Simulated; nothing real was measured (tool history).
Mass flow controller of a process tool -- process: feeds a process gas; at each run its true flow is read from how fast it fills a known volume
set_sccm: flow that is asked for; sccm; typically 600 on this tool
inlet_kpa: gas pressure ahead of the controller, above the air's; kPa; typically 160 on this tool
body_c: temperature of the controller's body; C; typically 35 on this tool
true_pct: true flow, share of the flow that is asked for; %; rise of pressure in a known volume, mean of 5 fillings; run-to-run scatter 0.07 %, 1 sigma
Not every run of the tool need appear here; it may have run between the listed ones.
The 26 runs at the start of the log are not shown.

run 27 hour=1617.8 | set_sccm=563 inlet_kpa=160 body_c=23 | true_pct=99.35
run 28 hour=1672.3 | set_sccm=563 inlet_kpa=160 body_c=34 | true_pct=98.29
run 29 hour=1756 | set_sccm=563 inlet_kpa=160 body_c=34 | true_pct=98.06
run 30 hour=1822.2 | set_sccm=563 inlet_kpa=160 body_c=34 | true_pct=98.14
run 31 hour=1903.6 | set_sccm=600 inlet_kpa=160 body_c=21 | true_pct=99.7
run 32 hour=1954 | set_sccm=600 inlet_kpa=160 body_c=21 | true_pct=99.69
run 33 hour=2007.1 | set_sccm=728 inlet_kpa=242 body_c=27 | true_pct=98.98
run 34 hour=2051.5 | set_sccm=728 inlet_kpa=242 body_c=27 | true_pct=98.81
run 35 hour=2114.2 | set_sccm=760 inlet_kpa=261 body_c=35 | true_pct=97.93
run 36 hour=2199.2 | set_sccm=760 inlet_kpa=261 body_c=35 | true_pct=97.95
run 37 hour=2259.4 | set_sccm=760 inlet_kpa=261 body_c=35 | true_pct=98.05
run 38 hour=2311.1 | set_sccm=760 inlet_kpa=261 body_c=35 | true_pct=98.1
run 39 hour=2379.8 | set_sccm=760 inlet_kpa=261 body_c=35 | true_pct=98.06
run 40 hour=2446 | set_sccm=115 inlet_kpa=150 body_c=30 | true_pct=97.55
run 41 hour=2482.1 | set_sccm=115 inlet_kpa=150 body_c=30 | true_pct=97.59
run 42 hour=2520.8 | set_sccm=516 inlet_kpa=151 body_c=22 | true_pct=99.51
run 43 hour=2593.6 | set_sccm=516 inlet_kpa=151 body_c=22 | true_pct=99.48
run 44 hour=2672.8 | set_sccm=615 inlet_kpa=160 body_c=24 | true_pct=99.48
run 45 hour=2709.5 | set_sccm=615 inlet_kpa=160 body_c=24 | true_pct=99.4
run 46 hour=2757.8 | set_sccm=615 inlet_kpa=160 body_c=24 | true_pct=99.6
run 47 hour=2806.9 | set_sccm=181 inlet_kpa=160 body_c=35 | true_pct=97.24
run 48 hour=2847.8 | set_sccm=296 inlet_kpa=270 body_c=20 | true_pct=98.46

Here are 3 independent what-if runs from the current tool condition. What would each one return?
run A hour=2916.4 | set_sccm=600 inlet_kpa=173 body_c=35 | true_pct=?
run B hour=2916.4 | set_sccm=600 inlet_kpa=156 body_c=21 | true_pct=?
run C hour=2916.4 | set_sccm=686 inlet_kpa=222 body_c=30 | true_pct=?

run=A true_pct=98.13
run=B true_pct=99.8
run=C true_pct=98.63
Had the tool no hidden state, the same runs would have come out as:
run=A true_pct=98.03
run=B true_pct=99.7
run=C true_pct=98.53

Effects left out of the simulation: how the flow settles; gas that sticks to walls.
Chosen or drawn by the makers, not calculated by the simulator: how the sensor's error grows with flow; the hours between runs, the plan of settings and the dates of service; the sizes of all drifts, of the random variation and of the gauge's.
